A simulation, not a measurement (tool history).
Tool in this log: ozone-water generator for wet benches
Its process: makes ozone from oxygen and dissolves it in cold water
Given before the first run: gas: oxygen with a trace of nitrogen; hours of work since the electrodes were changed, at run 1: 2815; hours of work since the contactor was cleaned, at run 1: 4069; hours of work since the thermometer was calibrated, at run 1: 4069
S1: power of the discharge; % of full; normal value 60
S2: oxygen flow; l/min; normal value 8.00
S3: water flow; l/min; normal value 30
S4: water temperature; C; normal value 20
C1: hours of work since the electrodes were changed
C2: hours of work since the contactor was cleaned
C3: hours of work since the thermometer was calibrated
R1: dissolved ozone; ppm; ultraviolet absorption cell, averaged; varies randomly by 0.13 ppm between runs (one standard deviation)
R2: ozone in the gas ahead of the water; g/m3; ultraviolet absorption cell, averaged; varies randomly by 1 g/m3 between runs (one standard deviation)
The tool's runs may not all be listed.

run,hour,S1,S2,S3,S4,C1,C2,C3,R1,R2
1,0.0,60,8.00,30,20,2815,4069,4069,11.5,165.9
2,135.2,60,8.00,30,20,2943,4196,4196,11.7,164.7
# hour 280.5: contactor cleaned
3,335.4,60,8.00,30,20,3128,52,4381,13.3,164.1
# hour 441.4: water thermometer calibrated
4,478.2,60,8.00,30,20,3262,186,35,13.2,163.3
5,611.4,60,8.00,20,20,3388,312,160,19.0,161.7
6,786.7,60,8.00,20,20,3553,477,326,18.6,161.7
7,878.1,60,8.00,20,20,3639,563,412,18.6,162.3
8,1045.7,60,8.00,20,20,3797,722,570,18.5,161.5
9,1207.9,60,8.00,20,20,3951,875,723,18.2,159.8
10,1369.0,60,8.00,20,20,4103,1027,875,17.9,158.5
11,1490.7,60,4.14,22,20,4217,1141,990,17.8,243.1
12,1650.3,60,4.14,37,14,4368,1292,1141,10.1,241.4
13,1792.2,60,4.14,37,14,4502,1426,1275,10.3,241.5
14,1981.7,59,8.05,31,12,4681,1605,1453,12.8,153.0
15,2066.9,59,8.05,31,12,4761,1685,1534,12.8,152.9
16,2217.9,48,8.05,31,15,4904,1828,1676,10.3,129.7
17,2346.3,66,9.26,30,13,5025,1949,1798,13.7,150.2

Predict each of these 3 candidate next runs independently; none follows another, all start after run 17:
A,2509.7,66,8.70,19,25,5179,2103,1952,?,?
B,2509.7,66,7.46,30,13,5179,2103,1952,?,?
C,2509.7,66,8.73,30,13,5179,2103,1952,?,?

run,R1,R2
A,17.0,156.5
B,13.8,171.8
C,13.7,157.7
With no hidden state in the tool, these same runs would have given:
run,R1,R2
A,21.7,187.5
B,17.8,205.8
C,17.7,188.6

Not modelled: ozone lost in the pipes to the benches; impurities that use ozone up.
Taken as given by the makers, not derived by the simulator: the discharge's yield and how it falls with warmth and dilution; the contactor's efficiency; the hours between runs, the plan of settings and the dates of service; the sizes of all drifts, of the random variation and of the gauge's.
